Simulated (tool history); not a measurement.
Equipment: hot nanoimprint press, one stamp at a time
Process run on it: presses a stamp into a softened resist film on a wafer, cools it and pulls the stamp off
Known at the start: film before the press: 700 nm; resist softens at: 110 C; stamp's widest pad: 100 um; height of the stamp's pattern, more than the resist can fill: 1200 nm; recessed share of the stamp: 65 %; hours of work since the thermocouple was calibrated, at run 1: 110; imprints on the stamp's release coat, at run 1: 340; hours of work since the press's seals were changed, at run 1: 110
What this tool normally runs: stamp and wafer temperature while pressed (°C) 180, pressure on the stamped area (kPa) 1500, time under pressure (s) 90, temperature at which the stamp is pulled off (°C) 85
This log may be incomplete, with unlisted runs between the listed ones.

run	hour	stamp and wafer temperature while pressed (°C)	pressure on the stamped area (kPa)	time under pressure (s)	temperature at which the stamp is pulled off (°C)	hours of work since the thermocouple was calibrated	imprints on the stamp's release coat	hours of work since the press's seals were changed	resist left under the stamp's widest pad (nm)	greatest force while the stamp is pulled off (N)
1	0.0	180	1500	90	85	110	340	110	360.1	192.4
2	52.1	180	1500	90	85	148	455	148	358.6	193.7
3	110.3	180	1030	90	85	190	584	190	416.4	196.6
4	163.1	180	1030	90	85	228	700	228	414.6	197.1
5	225.5	180	1030	90	85	273	838	273	411.9	197.7
6	269.3	180	1500	90	85	304	935	304	350.4	197.2
7	310.5	180	1500	90	85	334	1026	334	348.7	198.7
8	344.0	180	1500	90	90	358	1100	358	348.8	183.9
9	395.9	180	1500	90	90	395	1215	395	343.5	184.6
# hour 404.4: plate thermocouple calibrated
# hour 461.3: stamp cleaned and given a new release coat
10	461.9	180	1360	90	79	37	1	436	351.9	200.2
11	525.9	180	1360	90	79	83	143	482	348.6	203.3
12	576.5	170	2270	102	77	119	255	519	420.1	208.8
# hour 600.1: plate thermocouple calibrated, once more
13	612.9	170	2270	79	89	9	329	543	497.7	181.7
14	670.5	170	2270	79	89	51	456	584	496.5	182.8

Selected run-to-run steps in resist left under the stamp's widest pad (nm), each split into two signed amounts: the part the tool would show with no hidden state at all (from settings, incoming material and random variation), and the remainder, which goes to the hidden state together with any gauge scatter not common to the measured and the hidden-state-free results:
Hidden state present: true temperature over the reading, C; pressure that arrives at the usual setting, %; grip of the stamp's worn release coat, % over a new coat's; drift of the gauge itself on residual_nm, %; drift of the gauge itself on pull_off_n, %.
Run 12 -> 13: time under pressure (s) 102 -> 79, temperature at which the stamp is pulled off (°C) 77 -> 89, plate thermocouple calibrated, once more. resist left under the stamp's widest pad (nm) +77.6: hidden state +50.6, all else +27.0.

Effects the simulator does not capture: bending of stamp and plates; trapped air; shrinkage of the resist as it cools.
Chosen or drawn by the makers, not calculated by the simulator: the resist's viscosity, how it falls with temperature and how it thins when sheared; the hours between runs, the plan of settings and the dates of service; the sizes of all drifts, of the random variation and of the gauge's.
